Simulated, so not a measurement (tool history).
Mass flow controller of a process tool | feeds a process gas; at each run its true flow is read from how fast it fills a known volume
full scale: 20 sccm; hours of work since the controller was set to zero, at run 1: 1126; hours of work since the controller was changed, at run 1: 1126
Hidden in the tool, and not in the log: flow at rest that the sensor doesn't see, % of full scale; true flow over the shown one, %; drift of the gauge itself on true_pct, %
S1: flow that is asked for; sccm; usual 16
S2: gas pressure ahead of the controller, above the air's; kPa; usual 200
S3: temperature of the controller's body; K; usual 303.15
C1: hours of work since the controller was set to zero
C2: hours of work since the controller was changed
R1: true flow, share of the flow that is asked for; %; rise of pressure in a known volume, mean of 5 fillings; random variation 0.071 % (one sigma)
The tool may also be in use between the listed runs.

run     day  S1   S2      S3    C1    C2     R1
  1       0  16  200  303.15  1126  1126  99.57
  2   3.204  16  200  296.15  1153  1153  99.39
  3   8.108  16  200  296.15  1194  1194  99.31
  4  10.688  16  200  296.15  1216  1216  99.12
  5  15.017  16  200  296.15  1252  1252  98.97
  6  17.904  16  200  296.15  1277  1277  98.97
  7  21.821  16  200  303.15  1309  1309  99.14
  8  24.458  11  200  303.15  1332  1332   98.4
  9  29.479   6  200  303.15  1374  1374   97.6
 10  34.233   8  200  303.15  1414  1414  97.55
 11  36.496   4  200  296.15  1433  1433   96.9
 12  40.896   2  237  299.15  1470  1470  96.56
 13  43.458  17  269  311.15  1491  1491  98.27
 14  48.004   4  179  311.15  1529  1529  97.09
 15    50.5   5  179  300.15  1550  1550  96.91
 16  55.388  18  192  311.15  1591  1591  98.51
 17  59.692  18  192  311.15  1628  1628  98.48
 18  64.733  18  192  311.15  1670  1670  98.28

Hidden state or all else? Some run-to-run changes of R1, split into what the settings, what came in and random variation would give without the hidden state, and what is left for the hidden state (with any gauge scatter that isn't in both results):
Run 12 -> 13: S1 2 -> 17, S2 237 -> 269, S3 299.15 -> 311.15. R1 +1.71 %: hidden state -0.11, all else +1.82.
Run 15 -> 16: S1 5 -> 18, S2 179 -> 192, S3 300.15 -> 311.15. R1 +1.6 %: hidden state -0.18, all else +1.78.

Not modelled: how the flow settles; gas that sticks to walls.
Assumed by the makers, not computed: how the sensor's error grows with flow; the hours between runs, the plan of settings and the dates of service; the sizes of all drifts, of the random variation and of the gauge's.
